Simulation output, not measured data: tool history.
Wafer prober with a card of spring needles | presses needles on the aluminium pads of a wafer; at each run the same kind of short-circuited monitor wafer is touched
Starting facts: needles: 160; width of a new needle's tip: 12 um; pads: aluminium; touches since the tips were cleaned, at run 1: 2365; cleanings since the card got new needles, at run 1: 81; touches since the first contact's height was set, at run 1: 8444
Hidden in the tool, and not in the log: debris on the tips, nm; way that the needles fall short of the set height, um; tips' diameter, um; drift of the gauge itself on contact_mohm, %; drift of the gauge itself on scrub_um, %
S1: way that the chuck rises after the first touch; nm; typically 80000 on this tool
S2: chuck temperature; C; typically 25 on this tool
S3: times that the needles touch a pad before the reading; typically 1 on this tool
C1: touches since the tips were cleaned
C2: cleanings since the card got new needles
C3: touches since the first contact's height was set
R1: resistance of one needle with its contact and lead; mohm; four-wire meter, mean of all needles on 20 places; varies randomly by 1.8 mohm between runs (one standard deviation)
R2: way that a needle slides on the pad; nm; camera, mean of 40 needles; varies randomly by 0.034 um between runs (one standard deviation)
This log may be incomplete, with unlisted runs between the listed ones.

{"run": 1, "day": 0.0, "S1": 80000, "S2": 25, "S3": 1, "C1": 2365, "C2": 81, "C3": 8444, "R1": 193, "R2": 10220}
{"day": 0.542, "done": "tips cleaned on abrasive film"}
{"day": 1.425, "done": "tips cleaned on abrasive film"}
{"run": 2, "day": 2.108, "S1": 80000, "S2": 25, "S3": 1, "C1": 4953, "C2": 83, "C3": 23678, "R1": 201, "R2": 10240}
{"day": 2.317, "done": "tips cleaned on abrasive film"}
{"day": 3.217, "done": "tips cleaned on abrasive film"}
{"run": 3, "day": 3.783, "S1": 80000, "S2": 25, "S3": 1, "C1": 4110, "C2": 85, "C3": 35765, "R1": 199, "R2": 10140}
{"day": 4.204, "done": "tips cleaned on abrasive film"}
{"day": 4.692, "done": "tips cleaned on abrasive film, once more"}
{"run": 4, "day": 5.0, "S1": 80000, "S2": 25, "S3": 1, "C1": 2249, "C2": 87, "C3": 44546, "R1": 196, "R2": 10160}
{"day": 5.662, "done": "tips cleaned on abrasive film"}
{"run": 5, "day": 6.2, "S1": 80000, "S2": 25, "S3": 1, "C1": 3884, "C2": 88, "C3": 53214, "R1": 199, "R2": 10130}
{"day": 6.612, "done": "tips cleaned on abrasive film"}
{"day": 7.538, "done": "tips cleaned on abrasive film"}
{"day": 8.417, "done": "tips cleaned on abrasive film"}
{"run": 6, "day": 8.942, "S1": 80000, "S2": 25, "S3": 1, "C1": 3797, "C2": 91, "C3": 73014, "R1": 201, "R2": 10130}
{"day": 9.362, "done": "tips cleaned on abrasive film"}
{"day": 10.321, "done": "tips cleaned on abrasive film"}
{"run": 7, "day": 11.05, "S1": 77000, "S2": 25, "S3": 1, "C1": 5269, "C2": 93, "C3": 88242, "R1": 204, "R2": 9630}
{"day": 11.262, "done": "tips cleaned on abrasive film"}
{"day": 12.246, "done": "tips cleaned on abrasive film"}
{"day": 13.125, "done": "tips cleaned on abrasive film"}
{"run": 8, "day": 13.758, "S1": 77000, "S2": 25, "S3": 1, "C1": 4597, "C2": 96, "C3": 107816, "R1": 197, "R2": 9630}
{"day": 13.971, "done": "tips cleaned on abrasive film"}
{"day": 14.912, "done": "tips cleaned on abrasive film"}
{"day": 15.883, "done": "tips cleaned on abrasive film"}
{"run": 9, "day": 16.133, "S1": 77000, "S2": 25, "S3": 1, "C1": 1814, "C2": 99, "C3": 124963, "R1": 195, "R2": 9540}
{"day": 16.833, "done": "tips cleaned on abrasive film"}
{"day": 17.746, "done": "tips cleaned on abrasive film"}
{"run": 10, "day": 18.05, "S1": 77000, "S2": 25, "S3": 1, "C1": 2197, "C2": 101, "C3": 138803, "R1": 192, "R2": 9550}
{"day": 18.717, "done": "tips cleaned on abrasive film"}
{"day": 19.592, "done": "tips cleaned on abrasive film"}
{"day": 20.546, "done": "tips cleaned on abrasive film"}
{"run": 11, "day": 20.733, "S1": 80000, "S2": 28, "S3": 1, "C1": 1390, "C2": 104, "C3": 158197, "R1": 194, "R2": 9910}
{"day": 21.408, "done": "tips cleaned on abrasive film"}
{"day": 22.288, "done": "tips cleaned on abrasive film"}
{"run": 12, "day": 22.712, "S1": 80000, "S2": 25, "S3": 1, "C1": 3076, "C2": 106, "C3": 172489, "R1": 197, "R2": 9860}
{"day": 23.333, "done": "tips cleaned on abrasive film"}
{"day": 24.271, "done": "tips cleaned on abrasive film"}
{"day": 24.579, "done": "height of the first contact set anew"}
{"run": 13, "day": 24.579, "S1": 72000, "S2": 34, "S3": 1, "C1": 2164, "C2": 108, "C3": 0, "R1": 197, "R2": 9220}
{"day": 25.192, "done": "tips cleaned on abrasive film"}
{"day": 26.167, "done": "tips cleaned on abrasive film"}
{"day": 27.05, "done": "tips cleaned on abrasive film"}
{"run": 14, "day": 27.05, "S1": 64000, "S2": 122, "S3": 1, "C1": 0, "C2": 111, "C3": 17823, "R1": 209, "R2": 8140}
{"day": 27.946, "done": "tips cleaned on abrasive film"}
{"day": 28.879, "done": "tips cleaned on abrasive film"}
{"run": 15, "day": 29.192, "S1": 64000, "S2": 85, "S3": 3, "C1": 2265, "C2": 113, "C3": 33305, "R1": 205, "R2": 8140}
{"day": 29.904, "done": "tips cleaned on abrasive film"}
{"day": 30.796, "done": "tips cleaned on abrasive film"}
{"run": 16, "day": 30.9, "S1": 65000, "S2": 76, "S3": 1, "C1": 741, "C2": 115, "C3": 45639, "R1": 202, "R2": 8220}
{"day": 31.783, "done": "tips cleaned on abrasive film"}
{"run": 17, "day": 32.283, "S1": 65000, "S2": 76, "S3": 1, "C1": 3630, "C2": 116, "C3": 55661, "R1": 214, "R2": 8200}
{"day": 32.7, "done": "tips cleaned on abrasive film"}
{"day": 33.667, "done": "tips cleaned on abrasive film"}
{"day": 34.683, "done": "tips cleaned on abrasive film"}
{"run": 18, "day": 34.683, "S1": 64000, "S2": 67, "S3": 2, "C1": 0, "C2": 119, "C3": 72969, "R1": 198, "R2": 8050}
{"day": 35.538, "done": "tips cleaned on abrasive film"}
{"day": 36.383, "done": "tips cleaned on abrasive film"}
{"day": 37.338, "done": "tips cleaned on abrasive film"}
{"run": 19, "day": 37.338, "S1": 64000, "S2": 67, "S3": 2, "C1": 0, "C2": 122, "C3": 92151, "R1": 197, "R2": 7950}
{"day": 38.283, "done": "tips cleaned on abrasive film"}
{"day": 39.167, "done": "tips cleaned on abrasive film"}
{"run": 20, "day": 39.354, "S1": 64000, "S2": 67, "S3": 2, "C1": 1356, "C2": 124, "C3": 106711, "R1": 200, "R2": 7960}
{"day": 40.038, "done": "tips cleaned on abrasive film"}
{"day": 41.004, "done": "tips cleaned on abrasive film"}
{"run": 21, "day": 41.05, "S1": 84000, "S2": 46, "S3": 2, "C1": 337, "C2": 126, "C3": 118946, "R1": 193, "R2": 10510}
{"day": 42.038, "done": "tips cleaned on abrasive film"}
{"day": 43.017, "done": "tips cleaned on abrasive film"}
{"run": 22, "day": 43.683, "S1": 84000, "S2": 46, "S3": 2, "C1": 4862, "C2": 128, "C3": 138012, "R1": 197, "R2": 10440}
{"day": 43.9, "done": "tips cleaned on abrasive film"}
{"day": 44.808, "done": "tips cleaned on abrasive film"}
{"day": 45.833, "done": "tips cleaned on abrasive film"}
{"run": 23, "day": 45.983, "S1": 84000, "S2": 27, "S3": 2, "C1": 1068, "C2": 131, "C3": 154582, "R1": 188, "R2": 10450}

Forecast each of these 5 alternatives for the next run:
{"day": 46.808, "done": "tips cleaned on abrasive film"}
{"day": 47.788, "done": "tips cleaned on abrasive film"}
{"run": "A", "day": 48.233, "S1": 63000, "S2": 59, "S3": 1, "C1": 3220, "C2": 133, "C3": 170859, "R1": "?", "R2": "?"}
{"day": 46.808, "done": "tips cleaned on abrasive film"}
{"day": 47.788, "done": "tips cleaned on abrasive film"}
{"run": "B", "day": 48.233, "S1": 68000, "S2": 69, "S3": 1, "C1": 3220, "C2": 133, "C3": 170859, "R1": "?", "R2": "?"}
{"day": 46.808, "done": "tips cleaned on abrasive film"}
{"day": 47.788, "done": "tips cleaned on abrasive film"}
{"run": "C", "day": 48.233, "S1": 62000, "S2": 82, "S3": 1, "C1": 3220, "C2": 133, "C3": 170859, "R1": "?", "R2": "?"}
{"day": 46.808, "done": "tips cleaned on abrasive film"}
{"day": 47.788, "done": "tips cleaned on abrasive film"}
{"run": "D", "day": 48.233, "S1": 84000, "S2": 44, "S3": 2, "C1": 3220, "C2": 133, "C3": 170859, "R1": "?", "R2": "?"}
{"day": 46.808, "done": "tips cleaned on abrasive film"}
{"day": 47.788, "done": "tips cleaned on abrasive film"}
{"run": "E", "day": 48.233, "S1": 83000, "S2": 27, "S3": 2, "C1": 3220, "C2": 133, "C3": 170859, "R1": "?", "R2": "?"}

run=A R1=211 R2=7660
run=B R1=213 R2=8300
run=C R1=221 R2=7530
run=D R1=197 R2=10400
run=E R1=190 R2=10220
Had the tool no hidden state, the same runs would have come out as:
run=A R1=189 R2=8040
run=B R1=195 R2=8680
run=C R1=199 R2=7910
run=D R1=190 R2=10780
run=E R1=183 R2=10600
